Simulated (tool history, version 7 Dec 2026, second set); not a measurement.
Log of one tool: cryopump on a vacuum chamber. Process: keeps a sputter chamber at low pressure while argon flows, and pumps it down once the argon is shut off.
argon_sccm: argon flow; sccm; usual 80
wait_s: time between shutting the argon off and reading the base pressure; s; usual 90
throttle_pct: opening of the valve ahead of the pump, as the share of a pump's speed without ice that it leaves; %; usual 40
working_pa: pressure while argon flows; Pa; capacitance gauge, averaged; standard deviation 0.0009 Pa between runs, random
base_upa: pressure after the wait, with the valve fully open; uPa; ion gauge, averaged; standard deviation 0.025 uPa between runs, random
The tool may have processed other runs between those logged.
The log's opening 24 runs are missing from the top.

run	hour	argon_sccm	wait_s	throttle_pct	hours of work since the pump was warmed up and emptied	hours of work since the cold head was overhauled	hours of work since the chamber's fittings were tightened	working_pa	base_upa
25	1492.6	94	23	21	773	1567	487	0.4399	3.66
# hour 1526.8: pump warmed up, emptied and cooled again
26	1560.8	94	23	21	20	1604	524	0.4201	3.68
27	1640.8	94	23	21	67	1651	571	0.4189	3.68
28	1712.7	94	23	21	109	1693	613	0.4228	3.75
29	1800.7	94	23	21	161	1744	665	0.4234	3.75
30	1871.9	45	23	60	203	1786	707	0.0726	3.81
31	1948.8	81	23	20	248	1831	752	0.3831	3.85
32	2011.7	151	90	31	285	1868	789	0.4677	1.45
33	2099.0	101	109	20	336	1919	840	0.4827	1.38
34	2170.7	93	265	21	378	1962	882	0.4252	1.02

Below are 4 alternative next runs, each starting from the tool's condition after run 34. Predict each:
A	2228.2	80	90	30	412	1995	916	?	?
B	2228.2	80	90	58	412	1995	916	?	?
C	2228.2	133	173	18	412	1995	916	?	?
D	2228.2	80	90	22	412	1995	916	?	?

run	working_pa	base_upa
A	0.2595	1.56
B	0.1386	1.48
C	0.7071	1.11
D	0.3505	1.53
Take away the tool's hidden state, keep each run's random variation, and the runs would have read:
run	working_pa	base_upa
A	0.2495	1.01
B	0.1287	0.93
C	0.6906	0.56
D	0.3405	0.98

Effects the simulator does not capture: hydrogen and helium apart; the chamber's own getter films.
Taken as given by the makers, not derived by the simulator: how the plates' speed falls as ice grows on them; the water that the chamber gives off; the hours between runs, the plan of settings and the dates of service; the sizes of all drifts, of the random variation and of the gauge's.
